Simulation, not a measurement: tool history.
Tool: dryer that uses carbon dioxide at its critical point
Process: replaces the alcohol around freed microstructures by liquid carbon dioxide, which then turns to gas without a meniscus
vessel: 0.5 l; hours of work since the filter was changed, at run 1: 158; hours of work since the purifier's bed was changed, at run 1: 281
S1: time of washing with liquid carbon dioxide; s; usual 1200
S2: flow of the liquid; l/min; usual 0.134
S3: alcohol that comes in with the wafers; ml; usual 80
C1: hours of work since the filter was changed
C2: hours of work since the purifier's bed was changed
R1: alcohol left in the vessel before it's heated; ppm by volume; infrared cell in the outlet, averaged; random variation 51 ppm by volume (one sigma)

run,hour,S1,S2,S3,C1,C2,R1
1,0,1200,0.134,80,158,281,5218
2,15.1,1200,0.089,80,170,293,18094
3,36.7,1200,0.219,80,186,309,640
4,47.4,1200,0.134,80,194,317,5717
5,70.6,1200,0.134,80,212,335,5824
6,94.2,1200,0.134,80,230,353,5832
7,111.1,1200,0.134,36,243,366,2945
8,122.4,1200,0.134,94,251,375,7390
9,136.3,1200,0.134,94,262,385,7394
# hour 153.4: inlet filter changed
10,158.9,1200,0.134,94,4,402,4275
11,177.8,1200,0.134,94,19,416,4229
12,198.8,1200,0.164,80,35,432,1646
13,212.4,1200,0.134,80,45,442,4041
14,228.9,1200,0.134,80,57,455,4060
15,247.7,1200,0.134,30,72,469,1692
16,259.2,1800,0.134,102,81,478,1020
17,282.5,1140,0.134,43,98,496,2989
18,301.4,1440,0.087,24,113,510,3336
19,322.6,1440,0.087,24,129,526,3467
20,346.1,1260,0.175,24,147,544,547
21,370.5,1260,0.175,24,165,563,572
22,391.7,1260,0.107,60,181,579,7261
23,405.6,1680,0.195,80,192,590,373
24,428.4,780,0.133,49,209,607,11252
25,452.6,780,0.133,49,228,625,11587
26,473.8,780,0.133,49,244,641,11980
27,494,780,0.133,49,259,657,11978
28,505.2,780,0.133,49,268,665,12260
# hour 514.7: inlet filter changed
29,520.4,780,0.133,49,4,676,8729

Forecast each of these 5 alternatives for the next run:
A,538,1200,0.134,68,18,690,?
B,538,1620,0.146,38,18,690,?
C,538,780,0.133,97,18,690,?
D,538,1200,0.115,80,18,690,?
E,538,900,0.133,26,18,690,?

run,R1
A,3346
B,548
C,17063
D,6743
E,3385
Without the tool's hidden state the same runs would have given:
run,R1
A,2908
B,260
C,16195
D,6168
E,2987

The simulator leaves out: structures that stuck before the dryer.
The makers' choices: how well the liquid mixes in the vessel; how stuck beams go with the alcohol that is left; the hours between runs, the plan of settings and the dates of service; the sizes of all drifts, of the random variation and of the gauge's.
